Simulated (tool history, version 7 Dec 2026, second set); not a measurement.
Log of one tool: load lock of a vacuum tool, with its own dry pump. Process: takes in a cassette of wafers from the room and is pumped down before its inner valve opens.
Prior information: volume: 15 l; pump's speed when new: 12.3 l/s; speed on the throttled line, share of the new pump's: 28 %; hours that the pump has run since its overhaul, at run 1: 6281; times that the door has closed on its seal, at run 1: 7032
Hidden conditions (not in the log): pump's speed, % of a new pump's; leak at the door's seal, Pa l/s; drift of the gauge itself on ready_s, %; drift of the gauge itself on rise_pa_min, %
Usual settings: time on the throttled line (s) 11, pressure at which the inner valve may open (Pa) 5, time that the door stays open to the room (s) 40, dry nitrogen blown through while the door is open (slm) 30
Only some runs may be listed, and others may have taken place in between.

run    hour  time on the throttled line (s)  pressure at which the inner valve may open (Pa)  time that the door stays open to the room (s)  dry nitrogen blown through while the door is open (slm)  hours that the pump has run since its overhaul  times that the door has closed on its seal  incoming humidity of the room's air, %  time from the closed door until the inner valve may open (s)  rise of the pressure with all valves shut (Pa/min)
  1     0.0                              11                                                5                                             40                                                       30                                            6281                                        7032                                    42.9                                                         20.78                                               0.040
  2   115.5                              11                                                5                                             40                                                       30                                            6397                                        7362                                    45.5                                                         20.75                                               0.042
  3   252.3                              11                                                5                                             40                                                       30                                            6534                                        7753                                    45.3                                                         20.76                                               0.048
  4   385.7                              11                                                5                                             40                                                       30                                            6667                                        8134                                    41.4                                                         20.88                                               0.053
  5   491.0                              11                                                5                                             40                                                       30                                            6773                                        8434                                    46.0                                                         20.81                                               0.051
  6   601.4                              11                                                5                                             40                                                       30                                            6883                                        8750                                    45.2                                                         20.84                                               0.056
  7   693.0                              11                                                5                                             40                                                       30                                            6975                                        9011                                    46.8                                                         20.91                                               0.054
  8   779.3                              11                                                5                                             40                                                        4                                            7061                                        9258                                    46.1                                                         20.88                                               0.068
  9   847.2                              11                                                5                                             40                                                        4                                            7129                                        9452                                    45.0                                                         20.82                                               0.064
 10   941.3                              11                                                5                                             40                                                        4                                            7223                                        9721                                    47.4                                                         20.77                                               0.070
 11  1040.0                              11                                                6                                             40                                                       30                                            7321                                       10002                                    44.1                                                         20.70                                               0.056
 12  1143.7                              11                                                9                                             40                                                       30                                            7425                                       10298                                    45.4                                                         19.97                                               0.055
 13  1243.0                              11                                                5                                             40                                                       30                                            7524                                       10582                                    44.4                                                         20.78                                               0.062
 14  1316.8                              11                                                5                                             40                                                       30                                            7598                                       10793                                    42.5                                                         20.72                                               0.061
 15  1412.6                              11                                                6                                             40                                                       30                                            7694                                       11066                                    45.5                                                         20.61                                               0.064
 16  1483.6                              11                                                6                                             40                                                       30                                            7765                                       11269                                    45.5                                                         20.66                                               0.058
 17  1596.5                              11                                                6                                             40                                                       30                                            7878                                       11592                                    47.3                                                         20.71                                               0.065
 18  1711.3                              11                                                6                                             40                                                        4                                            7993                                       11920                                    46.9                                                         20.65                                               0.077
 19  1804.0                              11                                                6                                             40                                                        4                                            8085                                       12184                                    45.0                                                         20.55                                               0.075
 20  1912.6                              10                                                5                                             33                                                       30                                            8194                                       12494                                    41.0                                                         20.04                                               0.064
 21  1978.2                              10                                                6                                             53                                                       30                                            8260                                       12682                                    45.4                                                         19.95                                               0.074
 22  2084.3                              10                                                6                                             53                                                       30                                            8366                                       12985                                    45.0                                                         20.05                                               0.076
 23  2199.1                              10                                                6                                             53                                                       30                                            8481                                       13313                                    49.2                                                         20.05                                               0.071
 24  2330.8                              11                                                4                                             40                                                       12                                            8612                                       13689                                    46.7                                                         21.24                                               0.081
 25  2407.3                              11                                                5                                             40                                                       18                                            8689                                       13907                                    45.2                                                         21.02                                               0.081
 26  2525.5                              15                                                4                                             52                                                       18                                            8807                                       14245                                    44.9                                                         24.11                                               0.077
 27  2656.4                              11                                                5                                             40                                                       12                                            8938                                       14619                                    46.3                                                         21.00                                               0.084
 28  2789.2                              11                                                4                                             40                                                       15                                            9071                                       14998                                    44.9                                                         21.46                                               0.086
 29  2903.5                              11                                                4                                             40                                                       15                                            9185                                       15324                                    44.5                                                         21.48                                               0.088
 30  3033.4                              13                                                4                                            165                                                       15                                            9315                                       15695                                    45.7                                                         22.83                                               0.123
 31  3095.3                              13                                                4                                            165                                                       15                                            9377                                       15872                                    40.4                                                         22.84                                               0.119
 32  3187.5                               7                                                4                                            101                                                       15                                            9469                                       16136                                    46.9                                                         18.69                                               0.107
 33  3323.2                              21                                                9                                             40                                                       13                                            9605                                       16523                                    46.9                                                         27.19                                               0.085
 34  3422.1                              11                                                9                                             40                                                        5                                            9704                                       16806                                    42.8                                                         20.21                                               0.096
 35  3504.4                              11                                                9                                             40                                                        5                                            9786                                       17041                                    41.4                                                         20.27                                               0.103
 36  3599.9                               9                                                9                                            160                                                       25                                            9881                                       17313                                    43.2                                                         18.70                                               0.114

Forecast each of these 4 alternatives for the next run:
  A  3710.3                               9                                                7                                             31                                                       25                                            9992                                       17629                                    44.3                                                             ?                                                   ?
  B  3710.3                              18                                                4                                             50                                                       25                                            9992                                       17629                                    42.6                                                             ?                                                   ?
  C  3710.3                               9                                                7                                            160                                                       25                                            9992                                       17629                                    41.2                                                             ?                                                   ?
  D  3710.3                              11                                                4                                             40                                                       30                                            9992                                       17629                                    48.2                                                             ?                                                   ?

run  time from the closed door until the inner valve may open (s)  rise of the pressure with all valves shut (Pa/min)
  A                                                         19.27                                               0.088
  B                                                         26.25                                               0.093
  C                                                         19.13                                               0.120
  D                                                         21.55                                               0.087
Had the tool no hidden state, the same runs would have come out as:
run  time from the closed door until the inner valve may open (s)  rise of the pressure with all valves shut (Pa/min)
  A                                                         18.20                                               0.018
  B                                                         25.39                                               0.024
  C                                                         18.07                                               0.051
  D                                                         20.49                                               0.017

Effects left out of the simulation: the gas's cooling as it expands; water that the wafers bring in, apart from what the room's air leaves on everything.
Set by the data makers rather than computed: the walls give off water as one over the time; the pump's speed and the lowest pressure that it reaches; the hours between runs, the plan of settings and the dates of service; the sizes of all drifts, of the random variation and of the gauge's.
